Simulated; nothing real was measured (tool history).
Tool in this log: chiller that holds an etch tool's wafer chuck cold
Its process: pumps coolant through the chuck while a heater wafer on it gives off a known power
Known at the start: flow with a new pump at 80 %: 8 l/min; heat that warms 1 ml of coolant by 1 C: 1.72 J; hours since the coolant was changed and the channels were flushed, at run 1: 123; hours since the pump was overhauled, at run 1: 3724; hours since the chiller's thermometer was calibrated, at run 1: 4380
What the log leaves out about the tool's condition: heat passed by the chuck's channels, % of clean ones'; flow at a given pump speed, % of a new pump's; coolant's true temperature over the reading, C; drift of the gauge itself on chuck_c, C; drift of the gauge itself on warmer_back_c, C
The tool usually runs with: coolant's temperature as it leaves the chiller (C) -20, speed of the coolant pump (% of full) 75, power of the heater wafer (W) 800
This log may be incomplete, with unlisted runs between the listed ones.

run      day  coolant's temperature as it leaves the chiller (C)  speed of the coolant pump (% of full)  power of the heater wafer (W)  hours since the coolant was changed and the channels were flushed  hours since the pump was overhauled  hours since the chiller's thermometer was calibrated  chuck's temperature once it has settled (C)  how much warmer the coolant comes back (C)
  1        0                                                 -20                                     75                            800                                                                123                                 3724                                                  4380                                        -12.9                                        4.13
  2    6.642                                                 -21                                     75                            800                                                                283                                 3883                                                  4539                                        -14.1                                        4.14
  3   12.854                                                 -21                                     75                            800                                                                432                                 4032                                                  4689                                        -13.8                                        4.16
  4   19.025                                                 -21                                     75                            800                                                                580                                 4180                                                  4837                                        -13.7                                        4.12
  5    21.85                                                 -20                                     75                            800                                                                648                                 4248                                                  4904                                        -12.7                                        4.13
  6   25.821                                                 -13                                     75                            800                                                                743                                 4344                                                  5000                                         -5.5                                         4.1
  7   30.658                                                 -13                                     75                            555                                                                859                                 4460                                                  5116                                         -7.5                                        2.85
      35.262  -- chiller's thermometer calibrated
  8   35.262                                                 -20                                     75                            800                                                                969                                 4569                                                     0                                        -13.1                                        4.21
  9   39.225                                                 -20                                     75                            800                                                               1064                                 4664                                                    95                                        -13.3                                        4.19
 10     43.1                                                 -20                                     75                            800                                                               1157                                 4757                                                   188                                        -13.3                                        4.21
 11   46.175                                                 -20                                     75                            800                                                               1230                                 4831                                                   262                                        -13.1                                        4.22
 12   49.533                                                 -20                                     75                            731                                                               1311                                 4912                                                   343                                        -13.7                                        3.83
 13     54.5                                                 -20                                     75                            731                                                               1430                                 5031                                                   462                                        -13.8                                        3.87
 14   59.262                                                 -20                                     88                            800                                                               1545                                 5145                                                   576                                        -13.8                                        3.53
 15   62.829                                                 -20                                     88                            800                                                               1630                                 5231                                                   662                                        -13.7                                        3.54
 16   66.388                                                 -20                                     78                            800                                                               1716                                 5316                                                   747                                        -13.1                                        4.12
 17   69.208                                                 -17                                     97                            800                                                               1783                                 5384                                                   815                                        -11.2                                         3.2
 18   73.988                                                 -17                                     97                            800                                                               1898                                 5499                                                   929                                          -11                                        3.27
 19   79.917                                                 -12                                     75                            629                                                               2040                                 5641                                                  1072                                         -6.3                                         3.4
 20   85.712                                                 -12                                     75                            629                                                               2179                                 5780                                                  1211                                         -6.3                                        3.42
 21   90.983                                                 -15                                     71                           1112                                                               2306                                 5906                                                  1337                                         -4.4                                        6.36
 22   96.867                                                 -13                                     89                           1036                                                               2447                                 6048                                                  1478                                         -4.7                                        4.68
 23  100.738                                                 -20                                     77                            800                                                               2540                                 6141                                                  1571                                        -12.8                                        4.23
 24  107.158                                                 -11                                     66                            800                                                               2694                                 6295                                                  1726                                         -2.9                                        4.97
 25  111.142                                                 -11                                     66                            800                                                               2790                                 6390                                                  1821                                         -2.8                                        5.03
 26  115.575                                                 -11                                     66                            800                                                               2896                                 6497                                                  1927                                         -2.6                                        5.09
 27  118.342                                                 -13                                     66                            429                                                               2962                                 6563                                                  1994                                         -8.5                                        2.68
 28  123.704                                                 -25                                     74                           1126                                                               3091                                 6692                                                  2123                                        -14.7                                        6.31
 29  127.904                                                 -20                                     60                            516                                                               3192                                 6793                                                  2223                                        -14.2                                        3.59
 30  132.333                                                 -20                                     77                            516                                                               3298                                 6899                                                  2330                                        -14.9                                        2.72
 31  137.671                                                 -20                                     77                            516                                                               3426                                 7027                                                  2458                                          -15                                        2.76

Hidden condition of the tool, last listed run before each entry between runs versus first listed run after:
Runs 7 to 8: chiller's thermometer calibrated (day 35.262)
  heat passed by the chuck's channels, % of clean ones': 97.2 -> 96.9; flow at a given pump speed, % of a new pump's: 90.2 -> 89.9; coolant's true temperature over the reading, C: 0.69 -> 0.02
  measured result minus the result with no hidden state, chuck's temperature once it has settled (C): +1.1 -> +0.6; how much warmer the coolant comes back (C): +0.28 -> +0.42
